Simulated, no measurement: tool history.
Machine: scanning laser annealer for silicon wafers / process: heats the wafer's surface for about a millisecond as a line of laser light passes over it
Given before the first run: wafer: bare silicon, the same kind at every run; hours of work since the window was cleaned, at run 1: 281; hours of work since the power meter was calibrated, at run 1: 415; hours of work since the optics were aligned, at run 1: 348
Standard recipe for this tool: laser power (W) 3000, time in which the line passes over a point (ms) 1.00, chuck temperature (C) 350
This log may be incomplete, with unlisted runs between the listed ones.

run,hour,laser power (W),time in which the line passes over a point (ms),chuck temperature (C),hours of work since the window was cleaned,hours of work since the power meter was calibrated,hours of work since the optics were aligned,highest temperature of the surface (C)
1,0.0,3000,1.00,350,281,415,348,1167
2,74.5,3000,1.00,350,332,467,399,1166
3,157.1,3000,0.97,350,389,524,456,1147
4,239.2,3000,1.00,386,446,581,513,1190
# hour 298.8: window over the wafer cleaned
5,311.0,3000,1.00,350,8,629,561,1175
6,390.5,2732,1.00,350,63,684,616,1089
7,471.4,2732,1.00,350,119,740,672,1086
8,539.0,2732,1.00,350,166,787,719,1086
9,629.5,3000,1.00,350,229,849,781,1163
10,733.1,3000,1.00,350,300,921,853,1156
11,816.3,3000,1.00,350,358,978,911,1153
12,860.7,3000,1.00,350,388,1009,941,1151
13,958.2,3000,1.00,350,456,1076,1009,1144
# hour 1001.4: window over the wafer cleaned
14,1024.3,3000,1.00,350,16,1121,1053,1172
15,1127.6,3000,1.00,350,87,1192,1124,1166
16,1193.1,3000,1.00,350,133,1238,1170,1164
17,1237.6,3000,1.00,350,163,1268,1200,1162
18,1315.1,2690,1.00,350,217,1322,1254,1065
19,1360.1,2690,1.00,350,248,1353,1285,1060
# hour 1386.9: optics aligned, line set to its width
20,1441.6,2690,1.00,350,301,1406,38,1066
21,1510.5,3238,1.00,381,348,1453,85,1261
22,1567.1,3238,1.00,381,388,1493,125,1253
23,1671.9,2744,0.90,350,460,1565,197,1037
# hour 1707.5: window over the wafer cleaned
24,1726.5,2744,1.17,382,13,1601,233,1187
25,1822.5,2744,1.17,379,80,1668,300,1179
26,1874.5,2923,1.10,343,115,1704,336,1175
27,1959.8,2923,1.10,343,174,1763,395,1169
28,2022.9,2733,0.77,323,218,1806,438,960
29,2088.9,3162,1.10,324,264,1852,484,1218
30,2174.0,2669,0.96,350,323,1911,543,1040
31,2237.8,3000,1.16,378,367,1955,587,1235
32,2340.8,2763,0.76,350,438,2026,658,977
33,2387.0,2763,0.76,350,470,2058,690,977
# hour 2412.4: window over the wafer cleaned
34,2436.5,3000,0.87,377,17,2091,723,1141
35,2523.3,3000,1.24,350,77,2151,783,1253

What does the tool deliver on the next run?
36,2593.3,2628,1.21,313,125,2199,831,?

Run 36 produced highest temperature of the surface (C) 1078.
On a tool with no hidden condition, and with the same random variation, this run would have come out at highest temperature of the surface (C) 1105.
